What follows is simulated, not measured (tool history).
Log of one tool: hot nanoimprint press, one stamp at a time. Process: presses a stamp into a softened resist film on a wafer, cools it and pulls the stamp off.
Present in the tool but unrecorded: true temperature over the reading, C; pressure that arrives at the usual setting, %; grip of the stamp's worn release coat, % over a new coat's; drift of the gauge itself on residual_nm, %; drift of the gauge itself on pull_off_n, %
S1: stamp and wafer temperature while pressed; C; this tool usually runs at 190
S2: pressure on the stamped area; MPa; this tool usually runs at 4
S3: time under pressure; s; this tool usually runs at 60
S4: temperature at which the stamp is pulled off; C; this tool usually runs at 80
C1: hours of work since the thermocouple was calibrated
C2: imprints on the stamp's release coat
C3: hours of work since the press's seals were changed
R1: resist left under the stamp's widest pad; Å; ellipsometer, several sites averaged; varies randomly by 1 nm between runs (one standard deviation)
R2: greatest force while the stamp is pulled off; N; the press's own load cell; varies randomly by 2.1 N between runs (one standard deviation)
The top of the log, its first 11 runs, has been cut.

run 12 hour=72.6 | S1=190 S2=6.36 S3=60 S4=80 | C1=403 C2=900 C3=116 | R1=1263 R2=91
run 13 hour=79.6 | S1=190 S2=6.36 S3=60 S4=80 | C1=406 C2=922 C3=119 | R1=1254 R2=91
run 14 hour=88.1 | S1=190 S2=6.36 S3=60 S4=80 | C1=410 C2=949 C3=123 | R1=1259 R2=88
run 15 hour=97.2 | S1=190 S2=6.36 S3=60 S4=80 | C1=414 C2=977 C3=127 | R1=1266 R2=93
run 16 hour=102 | S1=185 S2=4 S3=60 S4=80 | C1=416 C2=992 C3=129 | R1=1872 R2=94
run 17 hour=108.9 | S1=185 S2=4 S3=60 S4=80 | C1=419 C2=1014 C3=132 | R1=1900 R2=89
run 18 hour=113.9 | S1=185 S2=4 S3=60 S4=80 | C1=421 C2=1030 C3=135 | R1=1874 R2=92
run 19 hour=120.4 | S1=190 S2=4.04 S3=60 S4=78 | C1=424 C2=1051 C3=138 | R1=1584 R2=89
run 20 hour=127.1 | S1=190 S2=4.56 S3=60 S4=80 | C1=427 C2=1072 C3=141 | R1=1495 R2=91
run 21 hour=134.8 | S1=183 S2=4.61 S3=60 S4=84 | C1=431 C2=1096 C3=144 | R1=1891 R2=83
run 22 hour=141 | S1=183 S2=4.61 S3=60 S4=84 | C1=434 C2=1116 C3=147 | R1=1904 R2=82
run 23 hour=145.5 | S1=202 S2=3.29 S3=60 S4=84 | C1=436 C2=1130 C3=149 | R1=1174 R2=82
run 24 hour=152.5 | S1=202 S2=3.29 S3=60 S4=84 | C1=439 C2=1152 C3=152 | R1=1175 R2=82
run 25 hour=156.9 | S1=202 S2=5.46 S3=60 S4=84 | C1=441 C2=1166 C3=154 | R1=879 R2=81
run 26 hour=166.3 | S1=202 S2=5.46 S3=60 S4=84 | C1=445 C2=1195 C3=158 | R1=884 R2=84
run 27 hour=171.9 | S1=202 S2=5.46 S3=42 S4=84 | C1=448 C2=1213 C3=161 | R1=999 R2=81
-- hour=182.2 plate thermocouple calibrated
run 28 hour=182.8 | S1=197 S2=4 S3=108 S4=66 | C1=0 C2=1238 C3=165 | R1=1002 R2=126
run 29 hour=189.6 | S1=185 S2=4 S3=31 S4=83 | C1=3 C2=1260 C3=168 | R1=2207 R2=82
run 30 hour=196.2 | S1=199 S2=4.41 S3=31 S4=75 | C1=6 C2=1281 C3=171 | R1=1378 R2=104

Below are 3 alternative next runs, each starting from the tool's condition after run 30. Predict each:
run A hour=203.2 | S1=199 S2=5.67 S3=31 S4=75 | C1=10 C2=1302 C3=174 | R1=? R2=?
run B hour=203.2 | S1=190 S2=4.41 S3=42 S4=71 | C1=10 C2=1302 C3=174 | R1=? R2=?
run C hour=203.2 | S1=182 S2=4.41 S3=101 S4=74 | C1=10 C2=1302 C3=174 | R1=? R2=?

run=A R1=1211 R2=102
run=B R1=1708 R2=109
run=C R1=1736 R2=105
Had the tool no hidden state, the same runs would have come out as:
run=A R1=1210 R2=101
run=B R1=1708 R2=108
run=C R1=1736 R2=104
